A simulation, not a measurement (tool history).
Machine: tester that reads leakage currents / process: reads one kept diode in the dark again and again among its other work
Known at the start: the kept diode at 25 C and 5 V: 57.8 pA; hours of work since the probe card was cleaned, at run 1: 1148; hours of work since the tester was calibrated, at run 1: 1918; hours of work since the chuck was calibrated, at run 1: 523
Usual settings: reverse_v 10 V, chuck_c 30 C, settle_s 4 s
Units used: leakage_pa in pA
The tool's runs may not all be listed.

run	hour	reverse_v	chuck_c	settle_s	hours of work since the probe card was cleaned	hours of work since the tester was calibrated	hours of work since the chuck was calibrated	leakage_pa
1	0	10	30	4	1148	1918	523	122.83
2	96.6	10	42	4	1207	1976	581	309.03
3	189.9	10	42	4	1263	2033	638	306.56
# hour 266.3: tester calibrated
4	292.8	10	30	4	1324	16	699	123.98
5	372.6	10	30	4	1372	64	747	123.33
# hour 486.8: chuck's temperature calibrated
6	503.4	10	30	4	1450	142	10	143.69
7	581.8	3.6	30	4	1498	190	57	76.49
8	703	3.6	30	4	1571	263	131	75.63
9	778.5	3.6	30	1.85	1617	309	176	75.05
10	864.1	3.6	30	1.85	1668	360	228	74.82
11	938.8	3.6	30	1.18	1714	405	273	73.64
12	1051.6	10	30	4	1782	474	342	136.39
13	1158.2	1.1	48	4	1846	538	406	146
14	1290	1.1	48	4	1926	618	486	144.03

For run 15, what comes out?
15	1402.1	2.3	30	4	1994	686	554	?

Run 15 measured leakage_pa 54.07 pA.
Were there no unlogged condition in the tool, this run, its random variation unchanged, would have produced leakage_pa 57.75 pA.

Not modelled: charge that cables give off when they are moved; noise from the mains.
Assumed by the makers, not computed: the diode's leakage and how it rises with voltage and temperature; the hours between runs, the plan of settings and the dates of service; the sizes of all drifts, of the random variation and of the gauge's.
